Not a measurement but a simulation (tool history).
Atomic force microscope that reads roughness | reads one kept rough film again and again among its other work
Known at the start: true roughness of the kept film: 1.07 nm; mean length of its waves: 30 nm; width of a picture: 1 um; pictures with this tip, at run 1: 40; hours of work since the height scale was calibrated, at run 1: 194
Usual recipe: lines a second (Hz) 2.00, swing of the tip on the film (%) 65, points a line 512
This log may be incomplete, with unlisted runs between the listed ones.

run   hour  lines a second (Hz)  swing of the tip on the film (%)  points a line  pictures with this tip  hours of work since the height scale was calibrated  roughness of the kept film (nm (root mean square))
  1    0.0                 2.00                                65            512                      40                                                  194                                               0.944
  2   10.8                 2.00                                65            512                      58                                                  200                                               0.950
      23.6  -- new tip fitted
  3   33.8                 2.00                                65            512                      17                                                  212                                               0.964
  4   55.9                 2.00                                65            512                      55                                                  223                                               0.942
      70.4  -- new tip fitted
  5   70.4                 2.00                                65            512                       0                                                  230                                               0.975
  6   80.8                 2.00                                65            512                      18                                                  236                                               0.962
  7   90.8                 2.00                                65            512                      35                                                  241                                               0.949
  8  102.2                 2.00                                65            512                      54                                                  247                                               0.944
     117.1  -- new tip fitted
  9  125.5                 2.00                                65            512                      15                                                  258                                               0.974
 10  135.1                 2.00                                65            512                      31                                                  263                                               0.956
 11  153.1                 2.00                                65            512                      61                                                  273                                               0.942
     164.6  -- new tip fitted
 12  176.7                 2.00                                65            512                      20                                                  285                                               0.962
 13  188.6                 2.00                                65            512                      40                                                  291                                               0.952
 14  198.6                 2.00                                65            512                      57                                                  296                                               0.936
 15  209.2                 2.00                                65            512                      75                                                  301                                               0.929
     211.4  -- new tip fitted
 16  223.2                 1.54                                65            512                      20                                                  308                                               0.979
 17  240.9                 1.54                                65            512                      50                                                  318                                               0.952
 18  256.8                 1.54                                65            512                      77                                                  326                                               0.952
     259.0  -- new tip fitted
 19  270.1                 2.00                                65            512                      19                                                  332                                               0.960
 20  281.8                 2.00                                65            512                      39                                                  338                                               0.955
 21  293.9                 2.00                                65            512                      59                                                  345                                               0.935
     305.4  -- new tip fitted
 22  308.7                 2.00                                65            512                       5                                                  352                                               0.963
 23  322.2                 2.00                                65            320                      28                                                  359                                               0.956
 24  342.8                 2.00                                65            320                      63                                                  370                                               0.932
     352.5  -- new tip fitted
 25  361.5                 1.03                                70            723                      15                                                  379                                               0.987
 26  384.3                 1.03                                70            723                      53                                                  391                                               0.960
 27  393.7                 1.03                                70            723                      69                                                  396                                               0.948
     400.6  -- new tip fitted
 28  415.6                 1.03                                71            513                      25                                                  407                                               0.974
 29  430.4                 1.03                                71            513                      50                                                  414                                               0.966
     447.2  -- new tip fitted
 30  448.1                 1.03                                71            513                       1                                                  423                                               0.989
 31  465.7                 3.82                                80            373                      31                                                  432                                               0.794
 32  477.5                 3.82                                80            373                      51                                                  438                                               0.785

What does the tool deliver on the next run?
     494.3  -- new tip fitted
 33  495.8                 2.00                                63            373                       3                                                  448                                                   ?

roughness of the kept film (nm (root mean square)): 0.988
The same run, on a tool lacking any hidden state, would have yielded roughness of the kept film (nm (root mean square)) 0.995.
